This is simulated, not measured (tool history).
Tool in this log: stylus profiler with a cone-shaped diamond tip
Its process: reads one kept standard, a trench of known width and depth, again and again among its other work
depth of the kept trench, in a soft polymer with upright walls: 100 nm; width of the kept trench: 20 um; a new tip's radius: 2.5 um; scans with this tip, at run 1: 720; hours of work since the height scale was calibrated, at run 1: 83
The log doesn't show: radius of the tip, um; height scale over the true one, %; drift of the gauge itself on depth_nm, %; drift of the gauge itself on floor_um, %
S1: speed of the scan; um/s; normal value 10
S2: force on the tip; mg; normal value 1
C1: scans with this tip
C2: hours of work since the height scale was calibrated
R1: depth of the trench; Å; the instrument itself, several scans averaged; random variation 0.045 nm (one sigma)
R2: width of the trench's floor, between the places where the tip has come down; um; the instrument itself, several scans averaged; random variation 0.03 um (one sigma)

run    hour  S1    S2    C1    C2      R1     R2
  1       0  10     1   720    83  1004.5  18.53
  2    47.1  18     1   978   112  1005.2  18.45
  3    70.6   5     1  1108   127  1005.3  18.56
  4     116   5  0.59  1357   156  1002.1  18.58
  5   164.6  10  1.75  1625   187  1006.6  18.53
  6   193.2  10  1.75  1782   205  1006.1  18.48
  7   232.5  33  1.75  1998   230  1006.6  18.41
  8   267.8  10     1  2192   252  1004.1  18.51
  9   297.4   4     1  2355   271  1004.5  18.57
 10     329   4     1  2528   291  1004.4  18.56
 11     358   4     1  2688   309  1004.1  18.54
 12   389.2   4     1  2860   329  1004.3  18.55
 13   430.5   4     1  3087   355  1003.6  18.58
 14   462.9  14     1  3265   375    1004   18.5
 15   511.1  14     1  3530   406  1004.5  18.43
 16   560.7  14     1  3802   437  1003.8  18.47
 17   592.4  14     1  3977   457  1004.6  18.44
 18   621.4  10     1  4136   475  1004.5  18.53
 19   657.5  10     1  4335   498  1004.5   18.5
 20   688.7  10     1  4506   518  1004.3   18.5
 21   717.8  10     1  4667   536  1004.3   18.5
 22   747.4  10     1  4829   555  1004.4  18.54
 23   792.7  10     1  5078   584  1004.8  18.48
 24   820.2  10     1  5229   601    1004  18.52
 25   845.9  10  2.42  5371   617  1008.9  18.56
 26   896.1  32  0.37  5647   649  1002.6  18.13
 27   924.5   5  0.73  5803   667  1004.2  18.48
 28   961.5  13  2.23  6006   690  1007.6  18.53
 29  1013.4  10   0.7  6292   723  1003.5  18.53
 30  1040.5  16  0.38  6441   740  1003.2  18.31
 31    1070  16  0.91  6603   759  1004.3  18.43
 32  1100.3  16  0.91  6770   778  1004.4  18.49
 33    1143   3     1  7004   805    1004  18.62
 34  1187.9  26  0.95  7251   833  1005.1  18.38
 35  1213.3   4  0.93  7391   849  1004.7  18.56
 36  1244.7   4  0.93  7563   869    1004  18.56
 37  1285.2   3  1.36  7786   895    1005  18.58
 38  1319.9   3  1.36  7977   917  1005.7   18.6
 39  1366.6   3  0.51  8234   946  1003.4  18.55
 40  1418.2   3  0.51  8518   979  1002.7  18.58
 41  1463.6   5     1  8767  1007  1004.4  18.52
 42  1492.9   5     1  8928  1026  1004.2  18.52
 43  1544.7  32  0.49  9213  1059  1003.5  18.19
 44  1593.3  32  0.49  9480  1089  1002.4  18.22
 45  1627.8  25  1.01  9670  1111  1004.6  18.31
 46  1651.3  28  0.84  9799  1126    1004  18.34

Predict each of these 4 candidate next runs independently; none follows another, all start after run 46:
  A  1700.5  22  2.46  10070  1157   ?   ?
  B  1700.5   5     1  10070  1157   ?   ?
  C  1700.5   3     1  10070  1157   ?   ?
  D  1700.5  27  1.76  10070  1157   ?   ?

run      R1     R2
  A  1008.2  18.47
  B  1003.4  18.55
  C  1003.6  18.59
  D  1006.3  18.37
Stripped of hidden state, with their random variation kept, the same runs would have yielded:
run      R1     R2
  A    1008  18.49
  B  1003.3  18.56
  C  1003.5   18.6
  D  1006.1  18.39

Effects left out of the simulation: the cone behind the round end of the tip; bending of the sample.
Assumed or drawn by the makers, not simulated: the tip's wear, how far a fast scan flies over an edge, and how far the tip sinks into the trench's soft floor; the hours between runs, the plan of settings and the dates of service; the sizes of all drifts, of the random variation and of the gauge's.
